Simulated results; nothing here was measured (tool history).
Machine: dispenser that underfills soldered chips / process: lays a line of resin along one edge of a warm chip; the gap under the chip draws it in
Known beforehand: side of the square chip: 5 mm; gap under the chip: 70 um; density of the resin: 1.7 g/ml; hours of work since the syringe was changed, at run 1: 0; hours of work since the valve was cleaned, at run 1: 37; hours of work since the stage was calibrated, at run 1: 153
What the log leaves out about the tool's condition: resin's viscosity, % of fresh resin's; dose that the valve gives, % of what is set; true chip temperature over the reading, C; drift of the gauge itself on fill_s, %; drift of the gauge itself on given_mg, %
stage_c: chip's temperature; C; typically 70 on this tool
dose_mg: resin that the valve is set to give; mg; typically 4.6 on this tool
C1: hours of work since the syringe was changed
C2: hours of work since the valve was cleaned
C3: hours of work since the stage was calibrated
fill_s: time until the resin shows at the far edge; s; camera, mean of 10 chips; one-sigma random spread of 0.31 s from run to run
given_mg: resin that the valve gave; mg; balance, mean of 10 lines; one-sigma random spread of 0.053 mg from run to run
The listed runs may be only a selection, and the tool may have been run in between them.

Run 1, hour 0: usual settings; C1 0; C2 37; C3 153. Result: fill_s 6.6 s, given_mg 4.43 mg.
Run 2, hour 5.5: usual settings; C1 5; C2 41; C3 158. Result: fill_s 10.3 s, given_mg 4.35 mg.
Run 3, hour 13.9: usual settings but dose_mg 5.97 mg; C1 11; C2 48; C3 164. Result: fill_s 16.5 s, given_mg 5.72 mg.
At hour 14.9: new syringe of resin.
Run 4, hour 20: usual settings but dose_mg 4.02 mg; C1 4; C2 52; C3 168. Result: fill_s 10.2 s, given_mg 3.81 mg.
Run 5, hour 28.6: usual settings but dose_mg 4.02 mg; C1 11; C2 59; C3 175. Result: fill_s 17.7 s, given_mg 3.75 mg.
At hour 30.1: new syringe of resin.
Run 6, hour 34.7: usual settings; C1 3; C2 63; C3 179. Result: fill_s 9.9 s, given_mg 4.25 mg.
Run 7, hour 38.9: usual settings; C1 7; C2 66; C3 183. Result: fill_s 12.4 s, given_mg 4.3 mg.
At hour 45.6: new syringe of resin.
Run 8, hour 47.3: usual settings; C1 1; C2 72; C3 189. Result: fill_s 7.5 s, given_mg 4.23 mg.
Run 9, hour 55.7: usual settings but stage_c 68 C; C1 8; C2 79; C3 195. Result: fill_s 14.6 s, given_mg 4.18 mg.
At hour 61.2: new syringe of resin.
Run 10, hour 64.7: usual settings; C1 3; C2 85; C3 202. Result: fill_s 8 s, given_mg 4.27 mg.
Run 11, hour 70.3: usual settings; C1 7; C2 90; C3 206. Result: fill_s 12.5 s, given_mg 4.15 mg.
At hour 76.4: new syringe of resin.
Run 12, hour 78.8: usual settings but dose_mg 5.43 mg; C1 2; C2 96; C3 212. Result: fill_s 7.9 s, given_mg 4.96 mg.
Run 13, hour 87.5: usual settings; C1 8; C2 103; C3 219. Result: fill_s 14.6 s, given_mg 4.19 mg.
At hour 91.9: new syringe of resin.
Run 14, hour 92.4: usual settings; C1 0; C2 106; C3 222. Result: fill_s 7 s, given_mg 4.05 mg.
Run 15, hour 96: usual settings; C1 3; C2 109; C3 225. Result: fill_s 8.7 s, given_mg 4.01 mg.
Run 16, hour 100.3: usual settings but stage_c 76 C; C1 6; C2 112; C3 228. Result: fill_s 9.6 s, given_mg 4.07 mg.
At hour 104.6: dispensing valve cleaned and set on the balance.
Run 17, hour 106: usual settings but stage_c 76 C, dose_mg 4.62 mg; C1 10; C2 1; C3 232. Result: fill_s 12.7 s, given_mg 4.58 mg.
At hour 108.8: new syringe of resin.
Run 18, hour 113.4: usual settings but stage_c 76 C, dose_mg 4.62 mg; C1 3; C2 6; C3 237. Result: fill_s 6.8 s, given_mg 4.48 mg.
Run 19, hour 117.1: usual settings but stage_c 72 C, dose_mg 5.59 mg; C1 6; C2 9; C3 240. Result: fill_s 10.8 s, given_mg 5.58 mg.
At hour 124.2: new syringe of resin.
Run 20, hour 126.1: usual settings but stage_c 72 C, dose_mg 5.59 mg; C1 1; C2 16; C3 247. Result: fill_s 6.8 s, given_mg 5.45 mg.
Run 21, hour 133: usual settings but stage_c 68 C, dose_mg 4.2 mg; C1 7; C2 21; C3 252. Result: fill_s 13.5 s, given_mg 4.11 mg.
At hour 139.4: new syringe of resin.
Run 22, hour 140: usual settings but stage_c 62 C, dose_mg 4.41 mg; C1 0; C2 26; C3 257. Result: fill_s 9.6 s, given_mg 4.28 mg.
Run 23, hour 143.8: usual settings but stage_c 59 C, dose_mg 5.64 mg; C1 3; C2 29; C3 260. Result: fill_s 13.3 s, given_mg 5.48 mg.
Run 24, hour 147.7: usual settings but stage_c 59 C, dose_mg 4.5 mg; C1 6; C2 32; C3 263. Result: fill_s 17.7 s, given_mg 4.36 mg.
At hour 154.7: new syringe of resin.
Run 25, hour 154.8: usual settings but stage_c 77 C, dose_mg 4.46 mg; C1 0; C2 37; C3 268. Result: fill_s 6 s, given_mg 4.27 mg.
Run 26, hour 159.1: usual settings but stage_c 77 C, dose_mg 4.46 mg; C1 3; C2 41; C3 272. Result: fill_s 7 s, given_mg 4.38 mg.
Run 27, hour 163.3: usual settings but stage_c 77 C, dose_mg 4.46 mg; C1 7; C2 44; C3 275. Result: fill_s 8.8 s, given_mg 4.23 mg.
At hour 169.9: new syringe of resin.
Run 28, hour 172.4: usual settings but stage_c 82 C, dose_mg 5.64 mg; C1 2; C2 50; C3 281. Result: fill_s 5.2 s, given_mg 5.3 mg.
Run 29, hour 179.8: usual settings but stage_c 82 C, dose_mg 5.64 mg; C1 8; C2 56; C3 287. Result: fill_s 8.7 s, given_mg 5.36 mg.
At hour 185.4: new syringe of resin.
Run 30, hour 187.9: usual settings but stage_c 58 C, dose_mg 4.4 mg; C1 2; C2 62; C3 293. Result: fill_s 13.2 s, given_mg 4.19 mg.
Run 31, hour 196.8: usual settings but stage_c 58 C, dose_mg 4.4 mg; C1 9; C2 69; C3 300. Result: fill_s 24.4 s, given_mg 4.09 mg.
At hour 200.5: new syringe of resin.
Run 32, hour 201: usual settings but stage_c 58 C, dose_mg 4.4 mg; C1 0; C2 72; C3 303. Result: fill_s 11.7 s, given_mg 4.09 mg.
Run 33, hour 210.2: usual settings but stage_c 58 C, dose_mg 4.4 mg; C1 7; C2 79; C3 310. Result: fill_s 20.8 s, given_mg 4.07 mg.
At hour 215.6: new syringe of resin.
Run 34, hour 217: usual settings but stage_c 58 C, dose_mg 4.4 mg; C1 1; C2 84; C3 315. Result: fill_s 11.8 s, given_mg 3.97 mg.
Run 35, hour 221.5: usual settings but stage_c 59 C, dose_mg 4.06 mg; C1 4; C2 87; C3 318. Result: fill_s 16.5 s, given_mg 3.7 mg.

Across each entry between runs, compare the hidden state at the last listed run before it with the hidden state at the first listed run after it:
From run 3 to run 4: new syringe of resin (hour 14.9)
  resin's viscosity, % of fresh resin's: 260 -> 142; dose that the valve gives, % of what is set: 94.9 -> 94.49; true chip temperature over the reading, C: -1.08 -> -1.1
  measured minus no-state result, fill_s: +10.4 -> +3.3 s; given_mg: -0.3 -> -0.22 mg
From run 5 to run 6: new syringe of resin (hour 30.1)
  resin's viscosity, % of fresh resin's: 254.1 -> 137.1; dose that the valve gives, % of what is set: 93.84 -> 93.4; true chip temperature over the reading, C: -1.14 -> -1.16
  measured minus no-state result, fill_s: +11.1 -> +2.9 s; given_mg: -0.25 -> -0.3 mg
From run 7 to run 8: new syringe of resin (hour 45.6)
  resin's viscosity, % of fresh resin's: 181.8 -> 112.2; dose that the valve gives, % of what is set: 93.09 -> 92.45; true chip temperature over the reading, C: -1.18 -> -1.21
  measured minus no-state result, fill_s: +5.8 -> +1.1 s; given_mg: -0.32 -> -0.34 mg
From run 9 to run 10: new syringe of resin (hour 61.2)
  resin's viscosity, % of fresh resin's: 198.7 -> 125.8; dose that the valve gives, % of what is set: 91.85 -> 91.17; true chip temperature over the reading, C: -1.25 -> -1.29
  measured minus no-state result, fill_s: +7.6 -> +2.2 s; given_mg: -0.38 -> -0.41 mg
From run 11 to run 12: new syringe of resin (hour 76.4)
  resin's viscosity, % of fresh resin's: 183.4 -> 118.6; dose that the valve gives, % of what is set: 90.79 -> 90.17; true chip temperature over the reading, C: -1.31 -> -1.35
  measured minus no-state result, fill_s: +6.2 -> +1.6 s; given_mg: -0.43 -> -0.53 mg
From run 13 to run 14: new syringe of resin (hour 91.9)
  resin's viscosity, % of fresh resin's: 212.4 -> 101.7; dose that the valve gives, % of what is set: 89.53 -> 89.15; true chip temperature over the reading, C: -1.38 -> -1.4
  measured minus no-state result, fill_s: +8 -> +0.6 s; given_mg: -0.48 -> -0.5 mg
From run 16 to run 17: dispensing valve cleaned and set on the balance (hour 104.6)
  resin's viscosity, % of fresh resin's: 173.7 -> 238; dose that the valve gives, % of what is set: 88.56 -> 99.9; true chip temperature over the reading, C: -1.44 -> -1.46
  measured minus no-state result, fill_s: +4.4 -> +7.6 s; given_mg: -0.52 -> +0 mg
From run 17 to run 18: new syringe of resin (hour 108.8)
  resin's viscosity, % of fresh resin's: 238 -> 136.6; dose that the valve gives, % of what is set: 99.9 -> 99.37; true chip temperature over the reading, C: -1.46 -> -1.48
  measured minus no-state result, fill_s: +7.6 -> +2.2 s; given_mg: +0 -> -0.02 mg
From run 19 to run 20: new syringe of resin (hour 124.2)
  resin's viscosity, % of fresh resin's: 175.1 -> 113; dose that the valve gives, % of what is set: 99.09 -> 98.44; true chip temperature over the reading, C: -1.5 -> -1.53
  measured minus no-state result, fill_s: +4.9 -> +1.2 s; given_mg: -0.05 -> -0.08 mg
From run 21 to run 22: new syringe of resin (hour 139.4)
  resin's viscosity, % of fresh resin's: 180.5 -> 103.4; dose that the valve gives, % of what is set: 97.96 -> 97.45; true chip temperature over the reading, C: -1.56 -> -1.58
  measured minus no-state result, fill_s: +6.3 -> +0.9 s; given_mg: -0.08 -> -0.12 mg
From run 24 to run 25: new syringe of resin (hour 154.7)
  resin's viscosity, % of fresh resin's: 173.4 -> 100; dose that the valve gives, % of what is set: 96.87 -> 96.35; true chip temperature over the reading, C: -1.61 -> -1.64
  measured minus no-state result, fill_s: +8.4 -> +0.3 s; given_mg: -0.14 -> -0.16 mg
From run 27 to run 28: new syringe of resin (hour 169.9)
  resin's viscosity, % of fresh resin's: 177.8 -> 120.7; dose that the valve gives, % of what is set: 95.76 -> 95.09; true chip temperature over the reading, C: -1.67 -> -1.71
  measured minus no-state result, fill_s: +4.4 -> +1.2 s; given_mg: -0.18 -> -0.27 mg
From run 29 to run 30: new syringe of resin (hour 185.4)
  resin's viscosity, % of fresh resin's: 199 -> 118.4; dose that the valve gives, % of what is set: 94.52 -> 93.87; true chip temperature over the reading, C: -1.74 -> -1.77
  measured minus no-state result, fill_s: +4.5 -> +2.9 s; given_mg: -0.31 -> -0.27 mg
From run 31 to run 32: new syringe of resin (hour 200.5)
  resin's viscosity, % of fresh resin's: 215.2 -> 105.3; dose that the valve gives, % of what is set: 93.22 -> 92.9; true chip temperature over the reading, C: -1.81 -> -1.82
  measured minus no-state result, fill_s: +13.6 -> +1.5 s; given_mg: -0.3 -> -0.31 mg
From run 33 to run 34: new syringe of resin (hour 215.6)
  resin's viscosity, % of fresh resin's: 194.6 -> 110.3; dose that the valve gives, % of what is set: 92.2 -> 91.72; true chip temperature over the reading, C: -1.86 -> -1.89
  measured minus no-state result, fill_s: +11.3 -> +2.1 s; given_mg: -0.35 -> -0.36 mg
